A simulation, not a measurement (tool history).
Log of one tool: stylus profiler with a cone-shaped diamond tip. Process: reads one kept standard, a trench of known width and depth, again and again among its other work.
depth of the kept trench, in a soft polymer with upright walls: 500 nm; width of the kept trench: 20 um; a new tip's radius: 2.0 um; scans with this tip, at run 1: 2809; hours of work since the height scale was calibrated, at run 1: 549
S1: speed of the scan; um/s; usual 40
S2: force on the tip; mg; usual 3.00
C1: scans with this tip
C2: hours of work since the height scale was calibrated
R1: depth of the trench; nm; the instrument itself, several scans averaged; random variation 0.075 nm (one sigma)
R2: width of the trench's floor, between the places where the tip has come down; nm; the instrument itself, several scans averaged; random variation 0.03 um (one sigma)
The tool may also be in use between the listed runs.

| run | hour | S1 | S2 | C1 | C2 | R1 | R2 |
|---|---|---|---|---|---|---|---|
| 1 | 0.0 | 40 | 3.00 | 2809 | 549 | 508.21 | 16320 |
| 2 | 13.6 | 40 | 3.00 | 2861 | 560 | 508.05 | 16340 |
| 3 | 34.0 | 40 | 3.00 | 2940 | 575 | 508.09 | 16340 |
| 4 | 51.8 | 91 | 3.00 | 3009 | 589 | 508.13 | 16120 |
| 5 | 61.6 | 40 | 3.00 | 3046 | 596 | 508.18 | 16340 |
| 6 | 71.9 | 78 | 3.00 | 3086 | 604 | 508.23 | 16110 |
| 7 | 92.3 | 18 | 1.85 | 3165 | 619 | 506.27 | 16360 |
| 8 | 102.2 | 11 | 6.54 | 3203 | 627 | 513.50 | 16480 |
| 9 | 117.8 | 23 | 3.00 | 3263 | 638 | 508.33 | 16340 |
| 10 | 130.2 | 23 | 3.25 | 3311 | 648 | 508.76 | 16360 |
| 11 | 145.4 | 23 | 3.25 | 3370 | 659 | 508.73 | 16350 |
| 12 | 165.9 | 23 | 3.25 | 3449 | 675 | 508.72 | 16340 |

The same runs without the tool's hidden state, with the same run-to-run variation:
The hidden state here: radius of the tip, um; height scale over the true one, %; drift of the gauge itself on depth_nm, %; drift of the gauge itself on floor_um, %.
| run | R1 | R2 |
|---|---|---|
| 1 | 507.49 | 17090 |
| 2 | 507.32 | 17120 |
| 3 | 507.34 | 17130 |
| 4 | 507.35 | 16930 |
| 5 | 507.39 | 17160 |
| 6 | 507.43 | 16940 |
| 7 | 505.44 | 17200 |
| 8 | 512.64 | 17330 |
| 9 | 507.46 | 17200 |
| 10 | 507.88 | 17240 |
| 11 | 507.84 | 17240 |
| 12 | 507.80 | 17250 |
